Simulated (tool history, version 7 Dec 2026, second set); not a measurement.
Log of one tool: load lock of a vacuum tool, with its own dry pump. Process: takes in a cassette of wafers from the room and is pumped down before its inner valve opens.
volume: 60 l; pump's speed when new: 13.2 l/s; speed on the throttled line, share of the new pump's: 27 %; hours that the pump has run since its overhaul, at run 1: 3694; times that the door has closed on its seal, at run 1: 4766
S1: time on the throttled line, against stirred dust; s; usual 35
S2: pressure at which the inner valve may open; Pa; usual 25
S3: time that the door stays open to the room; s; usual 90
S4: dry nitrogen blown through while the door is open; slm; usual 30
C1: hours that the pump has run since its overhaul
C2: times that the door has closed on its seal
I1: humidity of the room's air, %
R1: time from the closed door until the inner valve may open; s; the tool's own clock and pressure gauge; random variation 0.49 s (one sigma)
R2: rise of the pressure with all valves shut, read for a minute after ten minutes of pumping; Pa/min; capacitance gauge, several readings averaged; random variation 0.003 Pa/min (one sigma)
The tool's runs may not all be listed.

Run 1, day 0.000: usual settings; C1 3694; C2 4766; I1 45.0. Result: R1 63.8 s, R2 0.046 Pa/min.
Run 2, day 9.417: usual settings; C1 3920; C2 5624; I1 46.4. Result: R1 64.0 s, R2 0.047 Pa/min.
Run 3, day 18.758: usual settings but S3 204 s; C1 4144; C2 6475; I1 42.7. Result: R1 64.7 s, R2 0.059 Pa/min.
Run 4, day 27.225: usual settings but S3 204 s; C1 4347; C2 7247; I1 44.8. Result: R1 65.7 s, R2 0.064 Pa/min.
Run 5, day 31.217: usual settings but S3 204 s; C1 4443; C2 7611; I1 49.1. Result: R1 65.3 s, R2 0.063 Pa/min.
Run 6, day 39.667: usual settings but S3 204 s; C1 4646; C2 8381; I1 44.1. Result: R1 65.7 s, R2 0.066 Pa/min.
Run 7, day 46.138: usual settings; C1 4801; C2 8970; I1 46.6. Result: R1 65.3 s, R2 0.059 Pa/min.
Run 8, day 52.692: usual settings; C1 4958; C2 9568; I1 47.1. Result: R1 64.8 s, R2 0.065 Pa/min.
Run 9, day 57.425: usual settings but S3 42 s; C1 5072; C2 9999; I1 43.6. Result: R1 66.4 s, R2 0.060 Pa/min.
Run 10, day 64.767: usual settings but S3 42 s; C1 5248; C2 10668; I1 46.1. Result: R1 65.9 s, R2 0.064 Pa/min.
Run 11, day 69.712: usual settings; C1 5367; C2 11119; I1 43.9. Result: R1 65.6 s, R2 0.068 Pa/min.
Run 12, day 73.529: usual settings but S1 66 s; C1 5458; C2 11467; I1 44.5. Result: R1 87.9 s, R2 0.075 Pa/min.
Run 13, day 81.500: usual settings but S1 66 s; C1 5650; C2 12193; I1 45.6. Result: R1 88.3 s, R2 0.077 Pa/min.
Run 14, day 89.429: usual settings but S1 66 s; C1 5840; C2 12916; I1 41.4. Result: R1 88.1 s, R2 0.070 Pa/min.
Run 15, day 98.179: usual settings but S2 33 Pa; C1 6050; C2 13713; I1 43.8. Result: R1 64.2 s, R2 0.081 Pa/min.
Run 16, day 103.942: usual settings but S2 33 Pa; C1 6188; C2 14238; I1 45.9. Result: R1 64.8 s, R2 0.085 Pa/min.
Run 17, day 113.050: usual settings but S2 33 Pa; C1 6407; C2 15068; I1 46.8. Result: R1 65.5 s, R2 0.099 Pa/min.
Run 18, day 117.692: usual settings but S2 33 Pa; C1 6518; C2 15491; I1 46.4. Result: R1 65.4 s, R2 0.094 Pa/min.
Run 19, day 126.808: usual settings but S2 33 Pa; C1 6737; C2 16322; I1 39.0. Result: R1 65.5 s, R2 0.086 Pa/min.
Run 20, day 135.258: usual settings but S1 31 s, S2 34 Pa; C1 6940; C2 17093; I1 38.5. Result: R1 61.6 s, R2 0.097 Pa/min.
Run 21, day 141.154: usual settings but S1 27 s, S2 20 Pa, S3 210 s, S4 16 slm; C1 7081; C2 17630; I1 45.6. Result: R1 61.7 s, R2 0.125 Pa/min.
Run 22, day 148.267: usual settings but S2 41 Pa, S4 4 slm; C1 7252; C2 18278; I1 43.0. Result: R1 64.2 s, R2 0.127 Pa/min.

Run 23 comes next. What will it give?
Run 23, day 152.750: usual settings but S2 19 Pa, S3 157 s, S4 15 slm; C1 7360; C2 18687; I1 42.8. Result: R1 ?, R2 ?.

Run 23 gave R1 68.3 s, R2 0.128 Pa/min.
Without the tool's hidden state the same run would have given R1 65.0 s, R2 0.046 Pa/min.
